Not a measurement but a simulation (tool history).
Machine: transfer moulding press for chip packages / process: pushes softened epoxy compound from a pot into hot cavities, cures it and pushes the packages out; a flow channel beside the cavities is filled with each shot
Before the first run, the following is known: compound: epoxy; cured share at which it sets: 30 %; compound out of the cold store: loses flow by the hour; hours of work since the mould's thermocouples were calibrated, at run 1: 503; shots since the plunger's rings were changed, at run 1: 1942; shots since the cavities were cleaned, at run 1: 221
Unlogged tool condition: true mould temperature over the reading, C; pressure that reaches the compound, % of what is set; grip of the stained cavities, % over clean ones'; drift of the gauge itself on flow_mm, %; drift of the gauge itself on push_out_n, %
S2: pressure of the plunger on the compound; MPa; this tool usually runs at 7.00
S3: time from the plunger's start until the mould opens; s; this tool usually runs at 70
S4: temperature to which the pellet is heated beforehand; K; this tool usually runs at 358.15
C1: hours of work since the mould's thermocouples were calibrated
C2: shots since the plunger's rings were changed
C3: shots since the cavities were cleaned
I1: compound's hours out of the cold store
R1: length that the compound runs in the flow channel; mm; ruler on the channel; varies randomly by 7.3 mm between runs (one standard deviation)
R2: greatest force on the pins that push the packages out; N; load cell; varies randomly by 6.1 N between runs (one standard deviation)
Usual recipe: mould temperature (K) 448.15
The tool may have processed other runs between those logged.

run 1 day=0.000 | mould_temperature_(K)=448.15 S2=7.00 S3=70 S4=358.15 | C1=503 C2=1942 C3=221 | I1=24.4 | R1=888 R2=238
run 2 day=0.508 | mould_temperature_(K)=448.15 S2=7.00 S3=70 S4=358.15 | C1=509 C2=2094 C3=373 | I1=39.8 | R1=841 R2=226
run 3 day=1.721 | mould_temperature_(K)=448.15 S2=7.00 S3=70 S4=358.15 | C1=524 C2=2457 C3=736 | I1=15.9 | R1=909 R2=251
-- day=1.933 cavities cleaned with cleaning compound and waxed
run 4 day=2.321 | mould_temperature_(K)=448.15 S2=7.00 S3=70 S4=358.15 | C1=530 C2=2617 C3=116 | I1=35.0 | R1=844 R2=241
run 5 day=3.388 | mould_temperature_(K)=448.15 S2=7.00 S3=97 S4=358.15 | C1=543 C2=2936 C3=435 | I1=11.0 | R1=927 R2=202
run 6 day=4.488 | mould_temperature_(K)=448.15 S2=7.00 S3=97 S4=358.15 | C1=557 C2=3266 C3=765 | I1=31.6 | R1=868 R2=191
-- day=4.604 cavities cleaned with cleaning compound and waxed
run 7 day=5.146 | mould_temperature_(K)=448.15 S2=5.69 S3=64 S4=361.15 | C1=564 C2=3444 C3=162 | I1=23.2 | R1=798 R2=264
run 8 day=6.079 | mould_temperature_(K)=448.15 S2=5.69 S3=64 S4=361.15 | C1=575 C2=3723 C3=441 | I1=29.5 | R1=782 R2=265
run 9 day=7.050 | mould_temperature_(K)=448.15 S2=5.75 S3=64 S4=368.15 | C1=587 C2=4013 C3=731 | I1=43.4 | R1=759 R2=253

Estimate the outcome of run 10 from the log above:
-- day=7.267 cavities cleaned with cleaning compound and waxed
run 10 day=7.879 | mould_temperature_(K)=446.15 S2=6.43 S3=55 S4=356.15 | C1=597 C2=4242 C3=183 | I1=40.6 | R1=? R2=?

R1: 809 mm
R2: 410 N
With no hidden state in the tool, this same run would have given R1 810 mm, R2 408 N.

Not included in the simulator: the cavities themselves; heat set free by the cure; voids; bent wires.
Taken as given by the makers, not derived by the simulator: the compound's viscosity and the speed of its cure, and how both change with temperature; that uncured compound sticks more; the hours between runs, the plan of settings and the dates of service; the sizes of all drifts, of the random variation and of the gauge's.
